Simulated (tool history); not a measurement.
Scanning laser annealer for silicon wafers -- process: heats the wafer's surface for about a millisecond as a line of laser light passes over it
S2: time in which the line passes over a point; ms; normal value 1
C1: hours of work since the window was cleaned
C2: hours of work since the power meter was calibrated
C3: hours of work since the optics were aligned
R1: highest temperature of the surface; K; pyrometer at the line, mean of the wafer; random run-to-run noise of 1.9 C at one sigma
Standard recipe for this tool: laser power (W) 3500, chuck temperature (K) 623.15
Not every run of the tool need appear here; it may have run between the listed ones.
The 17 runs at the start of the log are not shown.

At day 30.433: laser's power meter calibrated.
Run 18, day 31.604: usual settings but laser power (W) 3220, S2 0.8 ms; C1 52; C2 12; C3 421. Result: R1 1183.15 K.
Run 19, day 33.992: usual settings but laser power (W) 3523, S2 0.86 ms; C1 75; C2 35; C3 445. Result: R1 1279.15 K.
Run 20, day 35.3: usual settings but laser power (W) 3523, S2 0.86 ms, chuck temperature (K) 613.15; C1 88; C2 48; C3 458. Result: R1 1269.15 K.
Run 21, day 37.196: usual settings but laser power (W) 3758, chuck temperature (K) 609.15; C1 107; C2 67; C3 476. Result: R1 1382.15 K.
Run 22, day 39.817: usual settings but laser power (W) 3822, S2 1.11 ms; C1 133; C2 93; C3 502. Result: R1 1457.15 K.
Run 23, day 41.342: usual settings but laser power (W) 3822, S2 1.11 ms; C1 148; C2 108; C3 517. Result: R1 1452.15 K.
Run 24, day 43.008: usual settings but S2 1.16 ms, chuck temperature (K) 606.15; C1 164; C2 124; C3 534. Result: R1 1366.15 K.
At day 43.671: laser's power meter calibrated, once more.
Run 25, day 45.638: usual settings but laser power (W) 3376, S2 0.72 ms, chuck temperature (K) 594.15; C1 189; C2 19; C3 559. Result: R1 1159.15 K.
Run 26, day 48.279: usual settings but laser power (W) 3376, S2 0.72 ms, chuck temperature (K) 594.15; C1 215; C2 46; C3 585. Result: R1 1160.15 K.
Run 27, day 49.517: usual settings but laser power (W) 3376, S2 0.72 ms, chuck temperature (K) 594.15; C1 228; C2 58; C3 597. Result: R1 1153.15 K.
Run 28, day 51.75: usual settings but laser power (W) 3376, S2 0.72 ms, chuck temperature (K) 594.15; C1 250; C2 80; C3 619. Result: R1 1153.15 K.
Run 29, day 53.646: usual settings but laser power (W) 3376, S2 0.72 ms, chuck temperature (K) 594.15; C1 268; C2 99; C3 638. Result: R1 1150.15 K.
Run 30, day 55.625: usual settings but laser power (W) 3376, S2 0.72 ms, chuck temperature (K) 594.15; C1 288; C2 118; C3 657. Result: R1 1152.15 K.
Run 31, day 58.238: usual settings but laser power (W) 3376, S2 0.72 ms, chuck temperature (K) 594.15; C1 314; C2 144; C3 683. Result: R1 1148.15 K.

3 options for the next run, each taken on its own from the tool as it stands now. Forecast them:
Run A, day 60.529: usual settings but laser power (W) 3121, S2 1.11 ms; C1 336; C2 167; C3 706. Result: R1 ?.
Run B, day 60.529: usual settings but laser power (W) 3471, S2 0.72 ms, chuck temperature (K) 602.15; C1 336; C2 167; C3 706. Result: R1 ?.
Run C, day 60.529: usual settings but laser power (W) 3533, S2 1.12 ms, chuck temperature (K) 655.15; C1 336; C2 167; C3 706. Result: R1 ?.

run       R1
  A  1257.15
  B  1174.15
  C  1403.15
What these runs would have given with no unlogged condition in the tool:
run       R1
  A  1293.15
  B  1207.15
  C  1446.15
